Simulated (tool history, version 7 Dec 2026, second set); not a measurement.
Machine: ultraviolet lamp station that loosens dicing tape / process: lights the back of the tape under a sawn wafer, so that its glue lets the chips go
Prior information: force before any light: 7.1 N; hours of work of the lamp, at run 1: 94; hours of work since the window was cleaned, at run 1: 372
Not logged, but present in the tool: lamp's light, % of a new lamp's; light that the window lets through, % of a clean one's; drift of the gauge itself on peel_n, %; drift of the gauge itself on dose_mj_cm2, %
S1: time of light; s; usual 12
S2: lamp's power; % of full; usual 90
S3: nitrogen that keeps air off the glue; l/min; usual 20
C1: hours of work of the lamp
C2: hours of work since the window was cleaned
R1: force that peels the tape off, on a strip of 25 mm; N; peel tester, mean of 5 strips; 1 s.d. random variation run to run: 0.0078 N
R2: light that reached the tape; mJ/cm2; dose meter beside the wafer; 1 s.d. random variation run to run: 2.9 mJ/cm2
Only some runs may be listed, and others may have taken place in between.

run    hour  S1  S2  S3   C1   C2     R1   R2
  1       0  12  90  20   94  372   0.37  354
  2    38.5  12  90  20  112  390  0.364  343
  3   122.8  12  90  24  150  428  0.383  337
  4   191.7  12  90  20  182  460  0.404  324
  5   276.5  12  78  20  221  499  0.519  271
      345.2  -- window cleaned of glue's vapour
  6   367.2  12  90  20  262   10  0.512  287
  7   406.2  12  90  34  280   28  0.418  279
  8   447.4  21  90  20  299   47  0.267  483
  9   511.3  21  90  20  329   76  0.277  474
 10   589.6  21  90  20  365  112  0.278  452
 11   679.8  21  90  20  406  154  0.272  433
 12   765.2  21  90  20  445  193  0.304  417
      816.8  -- window cleaned of glue's vapour, once more
 13   833.8  21  90  20  477    8  0.262  532
 14   878.5  12  90  20  497   28  0.472  298
 15   964.1  10  90  20  537   68  0.678  237
 16  1027.2  12  71  20  566   97  0.805  222
 17  1101.1  12  90  20  599  131   0.55  272
 18  1142.6  12  90  20  619  150  0.574  264
 19  1220.3  12  90  20  654  185  0.612  252
 20  1259.8  12  90  20  672  204   0.62  245
 21  1311.1  12  90  20  696  227  0.628  244
 22  1384.3  12  62  20  730  261  1.337  159
 23  1426.6   7  62  20  749  280   2.63   91
     1498.6  -- lamp changed
 24  1501.7   7  62  20    1  314  1.425  146
 25  1569.8  11  73  12   33  346  0.686  275
 26  1623.1   6  95  24   57  370  0.931  188
 27  1687.4   6  85  24   87  400  1.126  170
 28  1766.9   6  85   9  123  436   1.82  163
 29  1853.9  16  96  24  163  476   0.26  469
 30  1908.7  12  93   9  188  501  0.558  333
 31  1945.3  12  86   9  205  518  0.679  303
       1968  -- window cleaned of glue's vapour
 32  2015.6  12  86   9  237   22  0.546  342
 33  2092.7   7  64  15  273   57  1.644  140
 34  2176.2  12  83  11  311   96  0.602  306
 35  2258.6  13  66  11  349  134  0.809  251
 36  2341.6   8  90   9  387  172  1.228  210
 37  2403.9  14  69  20  416  200  0.527  267
 38  2441.2  13  68  20  433  217  0.641  245
 39  2477.6  11  62  19  450  234  1.058  186
 40    2541  12  68  20  479  263  0.801  215
 41  2613.2  12  74  20  512  297  0.713  223
 42  2666.7  19  61  31  537  321  0.394  287
 43  2732.4  12  86   9  567  351  0.962  250
 44  2802.6  17  86   9  599  384  0.541  342

Measured minus without-hidden-state, run by run (identical run-to-run variation in each term; gauge scatter may differ):
run      R1    R2
  1  +0.066   -65
  2   +0.07   -70
  3   +0.08   -83
  4  +0.107   -91
  5  +0.184   -89
  6  +0.201  -129
  7  +0.146  -134
  8  +0.024  -242
  9  +0.029  -257
 10  +0.034  -270
 11  +0.042  -291
 12  +0.054  -305
 13  +0.013  -195
 14  +0.167  -118
 15  +0.306  -107
 16  +0.397  -108
 17  +0.256  -147
 18  +0.277  -151
 19  +0.311  -162
 20  +0.329  -166
 21  +0.353  -172
 22  +0.828  -125
 23  +1.379   -75
 24  +0.175   -13
 25  +0.124   -33
 26  +0.191   -27
 27  +0.259   -28
 28  +0.415   -33
 29  +0.017  -117
 30  +0.183   -92
 31  +0.244   -90
 32  +0.124   -55
 33  +0.373   -29
 34   +0.18   -75
 35  +0.288   -72
 36  +0.462   -69
 37  +0.201   -97
 38  +0.267   -94
 39  +0.471   -75
 40  +0.379   -97
 41  +0.353  -113
 42  +0.139  -153
 43  +0.523  -146
 44  +0.261  -218

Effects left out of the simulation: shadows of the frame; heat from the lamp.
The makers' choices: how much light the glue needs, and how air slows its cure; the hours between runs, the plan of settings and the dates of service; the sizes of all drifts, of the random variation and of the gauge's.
